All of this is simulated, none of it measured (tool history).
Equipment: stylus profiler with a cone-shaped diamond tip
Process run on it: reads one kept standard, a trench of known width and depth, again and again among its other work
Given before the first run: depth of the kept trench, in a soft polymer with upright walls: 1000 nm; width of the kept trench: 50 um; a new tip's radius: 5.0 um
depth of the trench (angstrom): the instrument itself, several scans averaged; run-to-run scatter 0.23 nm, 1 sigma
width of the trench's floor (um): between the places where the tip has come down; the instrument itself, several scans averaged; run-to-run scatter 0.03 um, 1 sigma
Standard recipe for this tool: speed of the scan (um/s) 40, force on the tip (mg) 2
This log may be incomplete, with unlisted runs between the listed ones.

run	hour	speed of the scan (um/s)	force on the tip (mg)	depth of the trench (angstrom)	width of the trench's floor (um)
1	0	40	2	10106.8	42.68
2	32.7	40	2	10106.7	42.53
3	81.1	40	2	10106.9	42.49
4	130.5	14	2	10108.6	42.62
5	179.8	14	2	10110.3	42.48
6	220.1	14	2	10113.1	42.52
7	265.3	78	2	10110.9	42.12
8	295.1	78	2	10116.3	42.06
9	317.1	22	2	10111	42.25
10	363.5	22	2	10116	42.18
11	394.9	22	2	10112.8	42.21
12	431.4	22	2	10114.3	42.17
13	460.3	22	2	10116.5	42.15
14	500.5	22	2	10116.2	42.09
15	547	22	2	10118.4	42.01
16	589.4	22	2	10114.4	41.99
17	635.1	103	2	10121.4	41.54
18	678.8	103	2	10120.1	41.47
19	717.1	40	2	10117.9	41.7
20	738.3	40	2	10122.7	41.69
21	769.1	40	2	10124	41.62
22	813	40	2	10124.2	41.59
23	861.8	40	2	10123.3	41.57
24	908.8	32	3.52	10170.1	41.56
25	949.6	32	3.52	10171.1	41.52
26	977.6	44	1.13	10099.2	41.38
27	1006.5	17	1.29	10104.7	41.45
28	1044.2	92	0.74	10080	40.81
29	1073	16	2.6	10146.4	41.4
30	1114.6	16	2.6	10149.7	41.37
31	1139.6	14	1.66	10120.5	41.37
32	1168.5	43	2	10132	41.17
33	1195.4	17	0.91	10092.1	41.21
34	1225.6	59	2	10132.5	41.05
35	1258.7	30	5.6	10230.4	41.22
36	1280.2	30	5.6	10227.6	41.12
37	1303.4	20	3.94	10188.1	41.17
38	1332.5	29	2	10136.7	41.08
39	1370.9	26	4.02	10192.4	41
40	1419.8	87	2.42	10146.4	40.67
41	1452.6	40	1.42	10117.6	40.85
42	1482.4	40	1.42	10113.8	40.83
43	1504.9	57	1.87	10136	40.79
44	1529.7	24	1.74	10132.8	40.86
45	1558.4	19	0.94	10104.4	40.77

5 ways to go on from here, each from the tool as it stands after run 45. What would each give?
A	1590.8	18	2	?	?
B	1590.8	21	1.76	?	?
C	1590.8	150	0.94	?	?
D	1590.8	19	1.21	?	?
E	1590.8	14	1.72	?	?

run	depth of the trench (angstrom)	width of the trench's floor (um)
A	10140.2	40.84
B	10131.2	40.75
C	10100.2	39.89
D	10111.9	40.76
E	10131.3	40.87
What these runs would have given with no unlogged condition in the tool:
run	depth of the trench (angstrom)	width of the trench's floor (um)
A	10094.9	43.94
B	10085.9	43.85
C	10055	42.99
D	10066.7	43.86
E	10086.1	43.96
